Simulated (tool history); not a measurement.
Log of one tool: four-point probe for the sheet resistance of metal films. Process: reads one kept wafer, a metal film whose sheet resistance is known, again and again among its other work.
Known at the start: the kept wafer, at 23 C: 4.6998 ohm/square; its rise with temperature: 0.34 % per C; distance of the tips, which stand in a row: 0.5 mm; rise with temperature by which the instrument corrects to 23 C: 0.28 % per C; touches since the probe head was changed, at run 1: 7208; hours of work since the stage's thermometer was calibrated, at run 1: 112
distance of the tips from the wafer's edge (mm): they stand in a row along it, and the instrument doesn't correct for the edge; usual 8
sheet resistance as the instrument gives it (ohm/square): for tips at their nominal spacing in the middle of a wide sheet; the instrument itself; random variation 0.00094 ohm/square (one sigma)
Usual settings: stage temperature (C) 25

run,hour,stage temperature (C),distance of the tips from the wafer's edge (mm),touches since the probe head was changed,hours of work since the stage's thermometer was calibrated,sheet resistance as the instrument gives it (ohm/square)
1,0,25,8,7208,112,4.717629
2,9,25,8,7360,118,4.716887
3,26.7,30,8,7659,129,4.730211
4,45.8,35,8,7983,142,4.742083
5,62.1,35,8,8260,153,4.741603
6,75,22,8,8477,161,4.708137
7,83.1,22,8,8615,167,4.708452
8,92.2,27,8,8768,173,4.721956
9,104.6,27,8,8978,181,4.720936
10,117.1,27,8,9190,189,4.720711
11,133.6,27,8,9469,200,4.722977
12,143,23,8,9628,206,4.711435
13,155,23,8,9830,214,4.710615
# hour 157.1: stage's thermometer calibrated
14,174.8,23,8,10157,12,4.712212
15,189.5,23,8,10407,21,4.711433
# hour 195.9: stage's thermometer calibrated, once more
16,206.9,34,8,10692,7,4.739489
17,218.8,25,8,10894,15,4.716893
18,237.4,25,25,11209,27,4.707891
19,246.3,27,7,11359,33,4.724713
20,256.8,29,53,11537,40,4.718333
21,270.3,30,40,11764,49,4.718933
22,282.2,22,8,11966,57,4.708909
23,301.7,22,8,12296,70,4.70804
24,315.4,18,11,12528,79,4.693089
25,323.3,18,11,12662,84,4.693606
26,332.2,27,69,12812,90,4.712243
27,343.7,22,8,13008,98,4.708128
28,354.7,22,8,13193,105,4.711122
29,372.5,24,3,13495,117,4.772615
30,391.3,25,13,13813,129,4.709618
31,408.9,19,39,14110,141,4.690228

The next listed run, before its measurement:
32,427.5,19,39,14426,153,?

Run 32 gave sheet resistance as the instrument gives it (ohm/square) 4.68993.
Without the tool's hidden state the same run would have given sheet resistance as the instrument gives it (ohm/square) 4.688374.

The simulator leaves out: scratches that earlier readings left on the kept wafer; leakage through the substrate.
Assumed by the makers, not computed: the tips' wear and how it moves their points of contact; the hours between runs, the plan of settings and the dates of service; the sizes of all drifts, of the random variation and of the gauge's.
